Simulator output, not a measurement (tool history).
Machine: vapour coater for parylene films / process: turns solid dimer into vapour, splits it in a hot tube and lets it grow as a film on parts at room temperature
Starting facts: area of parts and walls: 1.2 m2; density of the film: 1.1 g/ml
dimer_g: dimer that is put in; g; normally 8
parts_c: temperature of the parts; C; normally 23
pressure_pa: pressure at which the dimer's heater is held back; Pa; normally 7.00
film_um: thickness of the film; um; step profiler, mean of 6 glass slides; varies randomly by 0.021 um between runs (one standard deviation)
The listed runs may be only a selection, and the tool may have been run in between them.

run,hour,dimer_g,parts_c,pressure_pa,film_um
1,0.0,8,23,7.00,3.79
2,18.8,8,23,7.00,3.82
3,28.9,8,23,7.00,3.82
4,48.9,8,23,8.21,3.72
5,62.2,8,23,8.21,3.71
6,81.2,8,23,3.12,4.13
7,102.5,8,23,3.12,4.11
8,117.2,8,23,3.12,4.14
9,127.7,8,23,3.12,4.16
10,137.6,8,23,2.34,4.25
11,152.4,8,23,2.34,4.30
12,175.2,8,23,2.34,4.30
13,194.3,12,23,8.71,5.52
14,217.7,7,24,3.97,3.41

The next listed run, before its measurement:
15,231.8,7,24,4.77,?

{"run 15": {"film_um": 3.35}}
With the hidden condition absent and the run-to-run variation left alone, this run would have shown film_um 3.35 um.
